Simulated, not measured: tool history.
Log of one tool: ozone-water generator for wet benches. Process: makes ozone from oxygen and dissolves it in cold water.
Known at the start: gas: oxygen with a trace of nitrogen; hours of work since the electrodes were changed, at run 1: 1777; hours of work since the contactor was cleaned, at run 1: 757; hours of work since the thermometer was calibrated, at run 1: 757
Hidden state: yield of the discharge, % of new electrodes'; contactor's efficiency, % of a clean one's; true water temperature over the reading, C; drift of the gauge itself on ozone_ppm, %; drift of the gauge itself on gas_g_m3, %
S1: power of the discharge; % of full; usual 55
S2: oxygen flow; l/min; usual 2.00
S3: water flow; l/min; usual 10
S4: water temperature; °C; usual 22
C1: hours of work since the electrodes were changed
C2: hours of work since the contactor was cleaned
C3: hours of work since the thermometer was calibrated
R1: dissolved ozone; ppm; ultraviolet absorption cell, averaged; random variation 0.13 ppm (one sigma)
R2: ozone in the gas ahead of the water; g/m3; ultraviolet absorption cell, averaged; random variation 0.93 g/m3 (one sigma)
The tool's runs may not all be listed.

run	hour	S1	S2	S3	S4	C1	C2	C3	R1	R2
1	0.0	55	2.00	10	22	1777	757	757	12.5	157.2
2	62.3	55	2.00	10	22	1836	816	816	12.6	156.4
3	106.7	55	2.00	10	22	1878	857	857	12.6	156.5
4	146.0	76	2.00	10	22	1915	894	894	17.0	210.9
5	227.3	76	2.00	10	22	1991	971	971	16.8	210.6
6	300.7	76	2.00	10	22	2061	1040	1040	16.9	213.2
7	374.8	76	2.00	10	22	2130	1110	1110	17.0	213.3
8	443.4	76	2.00	10	22	2195	1174	1174	17.0	212.2
9	504.6	55	2.00	10	22	2252	1232	1232	12.5	156.9
10	581.0	55	2.00	15	22	2324	1304	1304	8.3	158.2
11	639.4	55	2.00	10	22	2379	1359	1359	12.8	158.2
12	714.0	55	2.00	10	22	2450	1429	1429	12.4	157.3
13	770.7	55	2.00	10	22	2503	1483	1483	12.5	160.4
14	806.2	55	2.00	15	22	2536	1516	1516	8.1	158.5
15	872.6	49	1.58	9	27	2599	1578	1578	11.4	157.7
16	932.6	54	2.00	10	22	2655	1635	1635	12.3	155.4
17	987.0	43	2.00	10	22	2707	1686	1686	10.2	126.2
18	1060.9	43	2.00	10	22	2776	1756	1756	10.1	125.5
19	1107.2	46	2.00	10	20	2820	1799	1799	10.9	134.0
20	1182.3	96	2.00	10	16	2891	1870	1870	22.6	264.4
21	1243.5	96	2.00	10	16	2948	1928	1928	22.4	265.2
22	1300.7	53	3.02	10	16	3002	1982	1982	13.8	128.7
23	1365.9	53	3.02	10	16	3063	2043	2043	13.7	128.3
24	1421.0	53	3.02	10	16	3115	2095	2095	13.9	128.2
25	1474.6	82	2.00	10	22	3166	2145	2145	17.9	230.4
26	1546.6	55	2.00	10	17	3234	2213	2213	13.3	158.0

Forecast each of these 5 alternatives for the next run:
A	1600.5	65	3.35	10	23	3284	2264	2264	?	?
B	1600.5	55	2.00	8	22	3284	2264	2264	?	?
C	1600.5	69	1.54	10	22	3284	2264	2264	?	?
D	1600.5	55	2.00	16	17	3284	2264	2264	?	?
E	1600.5	55	1.01	11	23	3284	2264	2264	?	?

run	R1	R2
A	14.8	147.0
B	15.6	160.2
C	14.8	221.4
D	7.9	159.3
E	9.6	216.2
Without the tool's hidden state the same runs would have given:
run	R1	R2
A	14.8	143.8
B	15.6	156.7
C	14.8	216.7
D	8.0	155.9
E	9.6	211.5
